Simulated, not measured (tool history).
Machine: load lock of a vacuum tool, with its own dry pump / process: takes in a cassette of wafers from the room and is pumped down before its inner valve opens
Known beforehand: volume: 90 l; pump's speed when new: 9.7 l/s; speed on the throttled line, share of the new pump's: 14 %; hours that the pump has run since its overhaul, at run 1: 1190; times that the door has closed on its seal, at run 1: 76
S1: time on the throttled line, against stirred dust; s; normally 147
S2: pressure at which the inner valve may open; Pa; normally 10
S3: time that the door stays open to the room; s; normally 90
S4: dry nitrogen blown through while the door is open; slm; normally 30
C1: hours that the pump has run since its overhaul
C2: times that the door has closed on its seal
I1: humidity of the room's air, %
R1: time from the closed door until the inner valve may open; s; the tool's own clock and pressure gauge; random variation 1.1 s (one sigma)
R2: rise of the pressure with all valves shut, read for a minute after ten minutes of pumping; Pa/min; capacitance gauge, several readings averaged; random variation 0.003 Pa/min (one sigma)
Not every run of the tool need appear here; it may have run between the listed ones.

run 1 day=0.000 | S1=147 S2=10 S3=90 S4=30 | C1=1190 C2=76 | I1=43.4 | R1=213.8 R2=0.036
run 2 day=2.429 | S1=169 S2=10 S3=90 S4=30 | C1=1248 C2=144 | I1=42.9 | R1=233.1 R2=0.030
run 3 day=5.879 | S1=169 S2=10 S3=90 S4=30 | C1=1331 C2=241 | I1=46.0 | R1=231.3 R2=0.040
run 4 day=9.129 | S1=169 S2=10 S3=90 S4=30 | C1=1409 C2=332 | I1=46.7 | R1=232.8 R2=0.043
run 5 day=11.567 | S1=147 S2=10 S3=90 S4=30 | C1=1467 C2=401 | I1=45.6 | R1=213.2 R2=0.040
run 6 day=14.308 | S1=147 S2=10 S3=90 S4=30 | C1=1533 C2=478 | I1=43.2 | R1=212.8 R2=0.033
run 7 day=18.183 | S1=147 S2=10 S3=90 S4=37 | C1=1626 C2=587 | I1=46.1 | R1=214.0 R2=0.036
run 8 day=21.179 | S1=164 S2=10 S3=90 S4=30 | C1=1698 C2=671 | I1=47.4 | R1=229.3 R2=0.039
run 9 day=23.892 | S1=164 S2=10 S3=90 S4=30 | C1=1763 C2=747 | I1=47.5 | R1=228.8 R2=0.043
run 10 day=29.004 | S1=164 S2=10 S3=90 S4=30 | C1=1886 C2=891 | I1=45.0 | R1=229.2 R2=0.036
run 11 day=33.788 | S1=147 S2=10 S3=90 S4=30 | C1=2001 C2=1025 | I1=44.6 | R1=213.2 R2=0.034
run 12 day=37.121 | S1=147 S2=10 S3=90 S4=30 | C1=2081 C2=1119 | I1=48.4 | R1=211.8 R2=0.040
run 13 day=41.421 | S1=147 S2=10 S3=90 S4=30 | C1=2184 C2=1240 | I1=45.3 | R1=212.0 R2=0.039
run 14 day=44.017 | S1=147 S2=10 S3=90 S4=30 | C1=2246 C2=1312 | I1=42.2 | R1=213.4 R2=0.031
run 15 day=46.258 | S1=147 S2=16 S3=90 S4=30 | C1=2300 C2=1375 | I1=40.3 | R1=207.8 R2=0.030
run 16 day=50.729 | S1=147 S2=16 S3=90 S4=30 | C1=2407 C2=1501 | I1=44.9 | R1=208.3 R2=0.038
run 17 day=54.058 | S1=147 S2=16 S3=90 S4=30 | C1=2487 C2=1595 | I1=43.6 | R1=209.5 R2=0.037
run 18 day=56.112 | S1=83 S2=10 S3=90 S4=30 | C1=2536 C2=1652 | I1=44.2 | R1=159.0 R2=0.043
run 19 day=60.258 | S1=83 S2=10 S3=90 S4=30 | C1=2636 C2=1769 | I1=45.2 | R1=158.1 R2=0.043
run 20 day=62.388 | S1=83 S2=10 S3=90 S4=30 | C1=2687 C2=1829 | I1=47.0 | R1=158.2 R2=0.042
run 21 day=65.833 | S1=147 S2=8 S3=90 S4=5 | C1=2770 C2=1926 | I1=41.8 | R1=213.1 R2=0.058
run 22 day=69.704 | S1=147 S2=13 S3=90 S4=10 | C1=2863 C2=2034 | I1=46.1 | R1=210.7 R2=0.056
run 23 day=73.929 | S1=147 S2=13 S3=90 S4=10 | C1=2964 C2=2153 | I1=44.7 | R1=213.2 R2=0.058
run 24 day=76.383 | S1=147 S2=8 S3=90 S4=30 | C1=3023 C2=2222 | I1=45.1 | R1=214.5 R2=0.041
run 25 day=80.104 | S1=245 S2=9 S3=46 S4=15 | C1=3112 C2=2326 | I1=45.8 | R1=296.5 R2=0.037
run 26 day=83.346 | S1=245 S2=9 S3=46 S4=15 | C1=3190 C2=2418 | I1=45.5 | R1=300.1 R2=0.038
run 27 day=87.471 | S1=175 S2=8 S3=90 S4=30 | C1=3289 C2=2533 | I1=46.3 | R1=241.6 R2=0.037
run 28 day=92.550 | S1=147 S2=15 S3=90 S4=41 | C1=3411 C2=2676 | I1=44.5 | R1=210.5 R2=0.034
run 29 day=96.388 | S1=134 S2=11 S3=39 S4=41 | C1=3503 C2=2784 | I1=45.9 | R1=199.9 R2=0.012
run 30 day=99.592 | S1=91 S2=10 S3=53 S4=7 | C1=3580 C2=2874 | I1=44.8 | R1=165.8 R2=0.051
run 31 day=102.400 | S1=90 S2=16 S3=233 S4=40 | C1=3647 C2=2953 | I1=43.9 | R1=158.8 R2=0.053
run 32 day=107.000 | S1=90 S2=16 S3=233 S4=40 | C1=3758 C2=3082 | I1=45.7 | R1=159.8 R2=0.052
run 33 day=110.550 | S1=212 S2=10 S3=90 S4=30 | C1=3843 C2=3182 | I1=47.5 | R1=268.8 R2=0.044
run 34 day=113.454 | S1=236 S2=17 S3=90 S4=30 | C1=3913 C2=3263 | I1=46.9 | R1=284.1 R2=0.040
run 35 day=115.658 | S1=236 S2=17 S3=90 S4=30 | C1=3966 C2=3325 | I1=45.0 | R1=287.7 R2=0.036
run 36 day=118.679 | S1=250 S2=16 S3=193 S4=22 | C1=4038 C2=3410 | I1=45.1 | R1=297.6 R2=0.059
run 37 day=122.942 | S1=250 S2=16 S3=193 S4=9 | C1=4140 C2=3530 | I1=40.3 | R1=298.3 R2=0.066

4 options for the next run, each taken on its own from the tool as it stands now. Forecast them:
run A day=126.296 | S1=250 S2=16 S3=26 S4=9 | C1=4221 C2=3624 | I1=44.0 | R1=? R2=?
run B day=126.296 | S1=246 S2=16 S3=193 S4=42 | C1=4221 C2=3624 | I1=45.7 | R1=? R2=?
run C day=126.296 | S1=250 S2=16 S3=38 S4=30 | C1=4221 C2=3624 | I1=48.3 | R1=? R2=?
run D day=126.296 | S1=172 S2=8 S3=193 S4=9 | C1=4221 C2=3624 | I1=43.3 | R1=? R2=?

run=A R1=299.4 R2=0.031
run=B R1=294.4 R2=0.047
run=C R1=295.3 R2=0.028
run=D R1=236.9 R2=0.081
Take away the tool's hidden state, keep each run's random variation, and the runs would have read:
run=A R1=299.4 R2=0.031
run=B R1=294.4 R2=0.047
run=C R1=295.3 R2=0.028
run=D R1=236.9 R2=0.081
